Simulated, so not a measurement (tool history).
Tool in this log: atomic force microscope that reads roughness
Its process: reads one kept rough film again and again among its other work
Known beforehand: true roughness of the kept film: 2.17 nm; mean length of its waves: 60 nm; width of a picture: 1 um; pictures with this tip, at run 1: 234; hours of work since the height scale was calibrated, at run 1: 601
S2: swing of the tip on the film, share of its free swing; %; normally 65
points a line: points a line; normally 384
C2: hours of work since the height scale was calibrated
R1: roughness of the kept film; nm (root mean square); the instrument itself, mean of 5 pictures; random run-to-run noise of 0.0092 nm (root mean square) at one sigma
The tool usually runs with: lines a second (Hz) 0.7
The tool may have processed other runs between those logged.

{"run": 1, "hour": 0.0, "lines a second (Hz)": 0.7, "S2": 65, "points a line": 384, "pictures with this tip": 234, "C2": 601, "R1": 2.014}
{"run": 2, "hour": 22.6, "lines a second (Hz)": 0.7, "S2": 65, "points a line": 384, "pictures with this tip": 264, "C2": 614, "R1": 2.012}
{"run": 3, "hour": 46.6, "lines a second (Hz)": 0.7, "S2": 65, "points a line": 384, "pictures with this tip": 295, "C2": 628, "R1": 2.012}
{"hour": 56.1, "done": "new tip fitted"}
{"run": 4, "hour": 60.1, "lines a second (Hz)": 0.7, "S2": 65, "points a line": 384, "pictures with this tip": 5, "C2": 635, "R1": 2.058}
{"run": 5, "hour": 76.6, "lines a second (Hz)": 0.7, "S2": 65, "points a line": 893, "pictures with this tip": 27, "C2": 645, "R1": 2.053}
{"run": 6, "hour": 91.3, "lines a second (Hz)": 0.7, "S2": 65, "points a line": 893, "pictures with this tip": 46, "C2": 653, "R1": 2.051}
{"run": 7, "hour": 114.8, "lines a second (Hz)": 0.7, "S2": 65, "points a line": 893, "pictures with this tip": 77, "C2": 667, "R1": 2.051}
{"run": 8, "hour": 139.7, "lines a second (Hz)": 0.7, "S2": 65, "points a line": 893, "pictures with this tip": 109, "C2": 681, "R1": 2.036}
{"run": 9, "hour": 159.7, "lines a second (Hz)": 0.7, "S2": 65, "points a line": 384, "pictures with this tip": 135, "C2": 693, "R1": 2.037}
{"run": 10, "hour": 185.7, "lines a second (Hz)": 0.7, "S2": 65, "points a line": 564, "pictures with this tip": 169, "C2": 708, "R1": 2.034}
{"run": 11, "hour": 207.3, "lines a second (Hz)": 0.7, "S2": 65, "points a line": 443, "pictures with this tip": 198, "C2": 720, "R1": 2.029}
{"run": 12, "hour": 220.7, "lines a second (Hz)": 0.7, "S2": 65, "points a line": 443, "pictures with this tip": 215, "C2": 728, "R1": 2.027}
{"run": 13, "hour": 235.9, "lines a second (Hz)": 0.777, "S2": 65, "points a line": 384, "pictures with this tip": 235, "C2": 737, "R1": 2.005}
{"run": 14, "hour": 263.7, "lines a second (Hz)": 1.745, "S2": 65, "points a line": 384, "pictures with this tip": 272, "C2": 753, "R1": 1.937}
{"hour": 291.6, "done": "new tip fitted"}
{"run": 15, "hour": 291.6, "lines a second (Hz)": 0.7, "S2": 65, "points a line": 384, "pictures with this tip": 0, "C2": 769, "R1": 2.056}
{"run": 16, "hour": 313.3, "lines a second (Hz)": 0.7, "S2": 65, "points a line": 384, "pictures with this tip": 29, "C2": 781, "R1": 2.061}
{"run": 17, "hour": 329.0, "lines a second (Hz)": 0.7, "S2": 65, "points a line": 384, "pictures with this tip": 49, "C2": 790, "R1": 2.046}
{"run": 18, "hour": 353.9, "lines a second (Hz)": 1.02, "S2": 65, "points a line": 278, "pictures with this tip": 82, "C2": 805, "R1": 2.016}
{"run": 19, "hour": 375.6, "lines a second (Hz)": 1.02, "S2": 65, "points a line": 1023, "pictures with this tip": 110, "C2": 817, "R1": 2.024}
{"run": 20, "hour": 403.5, "lines a second (Hz)": 1.02, "S2": 65, "points a line": 1023, "pictures with this tip": 147, "C2": 834, "R1": 2.002}
{"run": 21, "hour": 418.3, "lines a second (Hz)": 1.08, "S2": 56, "points a line": 760, "pictures with this tip": 166, "C2": 842, "R1": 2.044}
{"run": 22, "hour": 443.8, "lines a second (Hz)": 1.08, "S2": 56, "points a line": 760, "pictures with this tip": 200, "C2": 857, "R1": 2.019}
{"run": 23, "hour": 464.1, "lines a second (Hz)": 3.908, "S2": 65, "points a line": 438, "pictures with this tip": 226, "C2": 869, "R1": 1.768}
{"run": 24, "hour": 489.2, "lines a second (Hz)": 3.908, "S2": 56, "points a line": 438, "pictures with this tip": 259, "C2": 883, "R1": 1.884}
{"run": 25, "hour": 505.2, "lines a second (Hz)": 3.186, "S2": 55, "points a line": 489, "pictures with this tip": 280, "C2": 892, "R1": 1.947}
{"run": 26, "hour": 523.3, "lines a second (Hz)": 3.186, "S2": 55, "points a line": 489, "pictures with this tip": 304, "C2": 903, "R1": 1.93}
{"hour": 525.5, "done": "new tip fitted"}
{"run": 27, "hour": 535.7, "lines a second (Hz)": 2.205, "S2": 56, "points a line": 256, "pictures with this tip": 13, "C2": 910, "R1": 1.998}
{"run": 28, "hour": 562.0, "lines a second (Hz)": 2.168, "S2": 72, "points a line": 280, "pictures with this tip": 48, "C2": 925, "R1": 1.834}
{"run": 29, "hour": 573.6, "lines a second (Hz)": 2.168, "S2": 72, "points a line": 280, "pictures with this tip": 63, "C2": 932, "R1": 1.839}
{"run": 30, "hour": 587.9, "lines a second (Hz)": 1.524, "S2": 81, "points a line": 710, "pictures with this tip": 81, "C2": 940, "R1": 1.817}
{"run": 31, "hour": 609.4, "lines a second (Hz)": 2.094, "S2": 65, "points a line": 429, "pictures with this tip": 110, "C2": 952, "R1": 1.919}
{"run": 32, "hour": 624.7, "lines a second (Hz)": 3.309, "S2": 82, "points a line": 429, "pictures with this tip": 130, "C2": 961, "R1": 1.527}
{"run": 33, "hour": 646.5, "lines a second (Hz)": 3.309, "S2": 82, "points a line": 429, "pictures with this tip": 158, "C2": 974, "R1": 1.543}
{"run": 34, "hour": 673.0, "lines a second (Hz)": 3.309, "S2": 82, "points a line": 429, "pictures with this tip": 193, "C2": 989, "R1": 1.53}

What if the next run were any one of these 4? Each begins from the tool's condition after run 34:
{"run": "A", "hour": 688.7, "lines a second (Hz)": 0.7, "S2": 65, "points a line": 719, "pictures with this tip": 213, "C2": 998, "R1": "?"}
{"run": "B", "hour": 688.7, "lines a second (Hz)": 0.7, "S2": 60, "points a line": 384, "pictures with this tip": 213, "C2": 998, "R1": "?"}
{"run": "C", "hour": 688.7, "lines a second (Hz)": 1.834, "S2": 71, "points a line": 377, "pictures with this tip": 213, "C2": 998, "R1": "?"}
{"run": "D", "hour": 688.7, "lines a second (Hz)": 0.7, "S2": 65, "points a line": 292, "pictures with this tip": 213, "C2": 998, "R1": "?"}

run=A R1=2.023
run=B R1=2.026
run=C R1=1.877
run=D R1=2.024
With no hidden state in the tool, these same runs would have given:
run=A R1=2.072
run=B R1=2.075
run=C R1=1.923
run=D R1=2.073
